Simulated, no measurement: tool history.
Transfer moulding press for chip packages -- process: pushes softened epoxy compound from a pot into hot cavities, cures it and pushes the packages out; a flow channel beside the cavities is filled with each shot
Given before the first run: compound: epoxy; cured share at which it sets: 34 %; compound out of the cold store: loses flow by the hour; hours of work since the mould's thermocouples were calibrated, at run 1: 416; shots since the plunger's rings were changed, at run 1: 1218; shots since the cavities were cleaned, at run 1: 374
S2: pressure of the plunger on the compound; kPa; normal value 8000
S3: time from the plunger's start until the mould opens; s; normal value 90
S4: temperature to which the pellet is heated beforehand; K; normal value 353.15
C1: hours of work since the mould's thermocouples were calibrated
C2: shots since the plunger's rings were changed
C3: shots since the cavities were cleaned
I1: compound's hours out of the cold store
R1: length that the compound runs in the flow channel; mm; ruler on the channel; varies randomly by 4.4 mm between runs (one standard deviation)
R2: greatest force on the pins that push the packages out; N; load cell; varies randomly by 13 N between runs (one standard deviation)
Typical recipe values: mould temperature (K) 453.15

Run 1, hour 0.0: usual settings; C1 416; C2 1218; C3 374; I1 15.0. Result: R1 614 mm, R2 1184 N.
Run 2, hour 31.5: usual settings; C1 441; C2 1680; C3 836; I1 14.7. Result: R1 604 mm, R2 1349 N.
At hour 36.2: cavities cleaned with cleaning compound and waxed.
Run 3, hour 57.6: usual settings but S2 7900 kPa; C1 461; C2 2042; C3 314; I1 9.2. Result: R1 605 mm, R2 1118 N.
Run 4, hour 84.0: usual settings; C1 482; C2 2430; C3 702; I1 23.1. Result: R1 587 mm, R2 1339 N.
At hour 96.8: cavities cleaned with cleaning compound and waxed.
Run 5, hour 121.5: usual settings; C1 510; C2 2958; C3 363; I1 45.3. Result: R1 554 mm, R2 1096 N.
Run 6, hour 140.0: usual settings but mould temperature (K) 460.15; C1 525; C2 3229; C3 634; I1 29.5. Result: R1 555 mm, R2 1024 N.
At hour 158.4: cavities cleaned with cleaning compound and waxed.
Run 7, hour 176.1: usual settings but mould temperature (K) 460.15; C1 552; C2 3738; C3 259; I1 28.0. Result: R1 557 mm, R2 806 N.
Run 8, hour 212.7: usual settings; C1 581; C2 4276; C3 797; I1 32.9. Result: R1 556 mm, R2 1341 N.
At hour 220.0: cavities cleaned with cleaning compound and waxed.
At hour 232.3: plunger's sealing rings changed.
Run 9, hour 249.3: usual settings; C1 607; C2 249; C3 393; I1 27.3. Result: R1 593 mm, R2 1205 N.
Run 10, hour 273.5: usual settings; C1 626; C2 604; C3 748; I1 35.5. Result: R1 582 mm, R2 1292 N.
At hour 284.2: cavities cleaned with cleaning compound and waxed.
Run 11, hour 310.2: usual settings but S3 104 s; C1 654; C2 1122; C3 382; I1 20.6. Result: R1 594 mm, R2 914 N.
Run 12, hour 340.3: usual settings but S3 104 s; C1 678; C2 1563; C3 823; I1 17.7. Result: R1 611 mm, R2 1117 N.
At hour 343.5: cavities cleaned with cleaning compound and waxed.
Run 13, hour 362.0: usual settings but S3 104 s; C1 694; C2 1859; C3 270; I1 26.2. Result: R1 584 mm, R2 858 N.
At hour 403.0: cavities cleaned with cleaning compound and waxed.
Run 14, hour 403.0: usual settings but S3 104 s; C1 725; C2 2440; C3 0; I1 23.7. Result: R1 585 mm, R2 502 N.
Run 15, hour 429.4: usual settings but S3 104 s; C1 746; C2 2828; C3 388; I1 27.7. Result: R1 581 mm, R2 1021 N.
Run 16, hour 448.9: usual settings but mould temperature (K) 448.15, S2 7200 kPa, S3 109 s, S4 347.15 K; C1 762; C2 3114; C3 674; I1 44.7. Result: R1 537 mm, R2 1228 N.
At hour 463.5: cavities cleaned with cleaning compound and waxed.
Run 17, hour 482.7: usual settings but mould temperature (K) 448.15, S2 7200 kPa, S3 109 s, S4 347.15 K; C1 788; C2 3589; C3 282; I1 13.5. Result: R1 576 mm, R2 1050 N.
Run 18, hour 516.6: usual settings but mould temperature (K) 456.15, S2 9860 kPa, S3 87 s, S4 352.15 K; C1 814; C2 4086; C3 779; I1 36.0. Result: R1 609 mm, R2 1210 N.
At hour 523.8: cavities cleaned with cleaning compound and waxed.
Run 19, hour 534.4: usual settings but mould temperature (K) 455.15, S2 8570 kPa, S3 99 s; C1 827; C2 4326; C3 156; I1 10.0. Result: R1 617 mm, R2 776 N.
At hour 549.1: plunger's sealing rings changed.
Run 20, hour 554.3: usual settings but S2 7080 kPa, S3 129 s; C1 841; C2 77; C3 411; I1 34.5. Result: R1 549 mm, R2 884 N.
At hour 586.6: cavities cleaned with cleaning compound and waxed.
Run 21, hour 586.6: usual settings but S2 7080 kPa, S3 129 s; C1 866; C2 529; C3 0; I1 9.9. Result: R1 576 mm, R2 455 N.
At hour 615.6: mould's thermocouples calibrated.
Run 22, hour 615.7: usual settings but S2 7220 kPa, S3 96 s; C1 0; C2 927; C3 398; I1 16.2. Result: R1 573 mm, R2 1040 N.
Run 23, hour 645.3: usual settings but S2 7220 kPa, S3 96 s; C1 24; C2 1363; C3 834; I1 23.7. Result: R1 559 mm, R2 1214 N.
At hour 649.3: cavities cleaned with cleaning compound and waxed.
Run 24, hour 671.2: usual settings but S2 7220 kPa, S3 96 s; C1 43; C2 1721; C3 321; I1 40.4. Result: R1 538 mm, R2 1008 N.
Run 25, hour 693.6: usual settings but mould temperature (K) 461.15, S2 6300 kPa, S3 116 s, S4 348.15 K; C1 61; C2 2050; C3 650; I1 44.5. Result: R1 480 mm, R2 932 N.
At hour 709.5: cavities cleaned with cleaning compound and waxed.
Run 26, hour 718.0: usual settings but mould temperature (K) 461.15, S2 6300 kPa, S3 104 s, S4 348.15 K; C1 79; C2 2386; C3 124; I1 32.3. Result: R1 496 mm, R2 612 N.
Run 27, hour 756.2: usual settings but mould temperature (K) 446.15, S3 83 s, S4 361.15 K; C1 109; C2 2947; C3 685; I1 10.0. Result: R1 615 mm, R2 2448 N.
At hour 770.4: cavities cleaned with cleaning compound and waxed.
Run 28, hour 789.2: usual settings but mould temperature (K) 460.15, S3 71 s, S4 359.15 K; C1 134; C2 3409; C3 276; I1 26.7. Result: R1 564 mm, R2 1137 N.

3 options for the next run, each taken on its own from the tool as it stands now. Forecast them:
Run A, hour 809.1: usual settings but mould temperature (K) 460.15, S3 71 s, S4 360.15 K; C1 150; C2 3701; C3 568; I1 13.5. Result: R1 ?, R2 ?.
Run B, hour 809.1: usual settings but mould temperature (K) 449.15, S3 124 s, S4 356.15 K; C1 150; C2 3701; C3 568; I1 48.0. Result: R1 ?, R2 ?.
Run C, hour 809.1: usual settings but mould temperature (K) 448.15, S2 9420 kPa, S3 71 s, S4 348.15 K; C1 150; C2 3701; C3 568; I1 39.5. Result: R1 ?, R2 ?.

run   R1    R2
  A  581  1401
  B  541   983
  C  611  2758
Stripped of hidden state, with their random variation kept, the same runs would have yielded:
run   R1    R2
  A  603   662
  B  561   472
  C  634  1291

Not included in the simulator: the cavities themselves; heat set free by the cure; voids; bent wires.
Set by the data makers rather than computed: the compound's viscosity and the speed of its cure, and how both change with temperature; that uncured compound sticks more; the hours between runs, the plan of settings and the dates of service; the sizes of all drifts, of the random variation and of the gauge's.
